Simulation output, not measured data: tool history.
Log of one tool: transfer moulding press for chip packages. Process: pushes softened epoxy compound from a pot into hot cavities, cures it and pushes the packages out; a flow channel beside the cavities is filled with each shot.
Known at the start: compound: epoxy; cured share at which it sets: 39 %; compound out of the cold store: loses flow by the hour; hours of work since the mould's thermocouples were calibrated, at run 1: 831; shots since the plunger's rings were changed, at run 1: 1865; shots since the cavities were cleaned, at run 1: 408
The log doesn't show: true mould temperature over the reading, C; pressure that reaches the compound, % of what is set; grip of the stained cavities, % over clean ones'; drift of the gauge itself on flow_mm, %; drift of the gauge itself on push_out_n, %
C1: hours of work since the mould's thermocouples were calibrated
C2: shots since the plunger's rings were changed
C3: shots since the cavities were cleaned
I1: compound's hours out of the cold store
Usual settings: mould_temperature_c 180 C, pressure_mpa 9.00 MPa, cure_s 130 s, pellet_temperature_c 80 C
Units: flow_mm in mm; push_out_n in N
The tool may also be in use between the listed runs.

run 1 hour=0.0 | mould_temperature_c=180 pressure_mpa=9.00 cure_s=130 pellet_temperature_c=80 | C1=831 C2=1865 C3=408 | I1=8.6 | flow_mm=563 push_out_n=374
-- hour=20.7 mould's thermocouples calibrated
run 2 hour=27.1 | mould_temperature_c=180 pressure_mpa=9.00 cure_s=130 pellet_temperature_c=80 | C1=4 C2=2090 C3=633 | I1=9.8 | flow_mm=563 push_out_n=420
-- hour=31.5 cavities cleaned with cleaning compound and waxed
run 3 hour=59.5 | mould_temperature_c=180 pressure_mpa=9.00 cure_s=130 pellet_temperature_c=72 | C1=23 C2=2366 C3=250 | I1=25.0 | flow_mm=522 push_out_n=342
run 4 hour=77.1 | mould_temperature_c=180 pressure_mpa=9.00 cure_s=130 pellet_temperature_c=72 | C1=34 C2=2524 C3=408 | I1=16.4 | flow_mm=539 push_out_n=382
-- hour=105.5 cavities cleaned with cleaning compound and waxed
run 5 hour=111.3 | mould_temperature_c=180 pressure_mpa=9.00 cure_s=130 pellet_temperature_c=72 | C1=55 C2=2816 C3=52 | I1=24.6 | flow_mm=517 push_out_n=308
run 6 hour=131.8 | mould_temperature_c=180 pressure_mpa=9.00 cure_s=156 pellet_temperature_c=80 | C1=67 C2=3000 C3=236 | I1=40.9 | flow_mm=481 push_out_n=329
run 7 hour=172.7 | mould_temperature_c=180 pressure_mpa=9.00 cure_s=156 pellet_temperature_c=80 | C1=93 C2=3366 C3=602 | I1=35.3 | flow_mm=490 push_out_n=369
-- hour=180.2 cavities cleaned with cleaning compound and waxed
run 8 hour=193.7 | mould_temperature_c=180 pressure_mpa=9.00 cure_s=156 pellet_temperature_c=80 | C1=105 C2=3541 C3=122 | I1=45.0 | flow_mm=469 push_out_n=308
-- hour=206.2 plunger's sealing rings changed
run 9 hour=222.5 | mould_temperature_c=180 pressure_mpa=9.00 cure_s=156 pellet_temperature_c=80 | C1=122 C2=145 C3=356 | I1=32.1 | flow_mm=515 push_out_n=345
run 10 hour=252.2 | mould_temperature_c=180 pressure_mpa=9.00 cure_s=130 pellet_temperature_c=80 | C1=140 C2=411 C3=622 | I1=26.0 | flow_mm=529 push_out_n=393
-- hour=258.8 cavities cleaned with cleaning compound and waxed
run 11 hour=292.3 | mould_temperature_c=180 pressure_mpa=9.00 cure_s=130 pellet_temperature_c=80 | C1=164 C2=756 C3=300 | I1=8.5 | flow_mm=574 push_out_n=374
run 12 hour=326.1 | mould_temperature_c=180 pressure_mpa=9.00 cure_s=130 pellet_temperature_c=84 | C1=185 C2=1058 C3=602 | I1=15.5 | flow_mm=552 push_out_n=389
-- hour=333.2 cavities cleaned with cleaning compound and waxed
run 13 hour=346.0 | mould_temperature_c=180 pressure_mpa=9.00 cure_s=130 pellet_temperature_c=84 | C1=197 C2=1223 C3=114 | I1=9.9 | flow_mm=566 push_out_n=313
run 14 hour=381.0 | mould_temperature_c=180 pressure_mpa=9.00 cure_s=130 pellet_temperature_c=80 | C1=219 C2=1537 C3=428 | I1=22.8 | flow_mm=532 push_out_n=379
-- hour=407.7 cavities cleaned with cleaning compound and waxed
run 15 hour=420.3 | mould_temperature_c=184 pressure_mpa=6.81 cure_s=130 pellet_temperature_c=80 | C1=242 C2=1875 C3=113 | I1=24.1 | flow_mm=456 push_out_n=303
run 16 hour=440.5 | mould_temperature_c=174 pressure_mpa=6.81 cure_s=115 pellet_temperature_c=80 | C1=255 C2=2055 C3=293 | I1=12.6 | flow_mm=487 push_out_n=576
run 17 hour=460.5 | mould_temperature_c=177 pressure_mpa=7.96 cure_s=137 pellet_temperature_c=74 | C1=267 C2=2235 C3=473 | I1=31.7 | flow_mm=476 push_out_n=388
-- hour=484.9 cavities cleaned with cleaning compound and waxed
run 18 hour=485.9 | mould_temperature_c=177 pressure_mpa=7.96 cure_s=170 pellet_temperature_c=87 | C1=282 C2=2448 C3=9 | I1=15.3 | flow_mm=516 push_out_n=259
run 19 hour=527.9 | mould_temperature_c=180 pressure_mpa=9.00 cure_s=130 pellet_temperature_c=90 | C1=308 C2=2824 C3=385 | I1=17.0 | flow_mm=538 push_out_n=351
-- hour=561.3 cavities cleaned with cleaning compound and waxed
run 20 hour=566.1 | mould_temperature_c=174 pressure_mpa=9.00 cure_s=137 pellet_temperature_c=80 | C1=331 C2=3152 C3=43 | I1=37.3 | flow_mm=492 push_out_n=325
run 21 hour=602.0 | mould_temperature_c=188 pressure_mpa=8.25 cure_s=136 pellet_temperature_c=84 | C1=354 C2=3474 C3=365 | I1=19.3 | flow_mm=500 push_out_n=319
-- hour=621.1 plunger's sealing rings changed
-- hour=637.9 cavities cleaned with cleaning compound and waxed
run 22 hour=637.9 | mould_temperature_c=179 pressure_mpa=10.31 cure_s=137 pellet_temperature_c=79 | C1=374 C2=138 C3=0 | I1=30.3 | flow_mm=558 push_out_n=279
run 23 hour=657.4 | mould_temperature_c=178 pressure_mpa=10.66 cure_s=137 pellet_temperature_c=78 | C1=386 C2=312 C3=174 | I1=43.3 | flow_mm=532 push_out_n=349
run 24 hour=681.4 | mould_temperature_c=180 pressure_mpa=9.00 cure_s=119 pellet_temperature_c=80 | C1=401 C2=527 C3=389 | I1=16.9 | flow_mm=551 push_out_n=405
run 25 hour=707.9 | mould_temperature_c=180 pressure_mpa=9.00 cure_s=119 pellet_temperature_c=80 | C1=417 C2=763 C3=625 | I1=27.2 | flow_mm=524 push_out_n=423
-- hour=713.7 cavities cleaned with cleaning compound and waxed
run 26 hour=730.3 | mould_temperature_c=180 pressure_mpa=9.00 cure_s=119 pellet_temperature_c=80 | C1=430 C2=951 C3=149 | I1=32.9 | flow_mm=508 push_out_n=335
run 27 hour=749.1 | mould_temperature_c=180 pressure_mpa=9.00 cure_s=119 pellet_temperature_c=80 | C1=442 C2=1119 C3=317 | I1=44.4 | flow_mm=482 push_out_n=390

Some steps in flow_mm between neighbouring runs. How much of each would the tool show without its hidden state too (settings, what came in, random variation), and how much is left for the hidden state, with any gauge scatter that isn't in both results?
Run 8 -> 9: plunger's sealing rings changed. flow_mm +46 mm: hidden state +19, all else +27.
Run 14 -> 15: mould_temperature_c 180 -> 184, pressure_mpa 9.00 -> 6.81, cavities cleaned with cleaning compound and waxed. flow_mm -76 mm: hidden state +0, all else -76.
Run 21 -> 22: mould_temperature_c 188 -> 179, pressure_mpa 8.25 -> 10.31, cure_s 136 -> 137, pellet_temperature_c 84 -> 79, plunger's sealing rings changed, cavities cleaned with cleaning compound and waxed. flow_mm +58 mm: hidden state +17, all else +41.
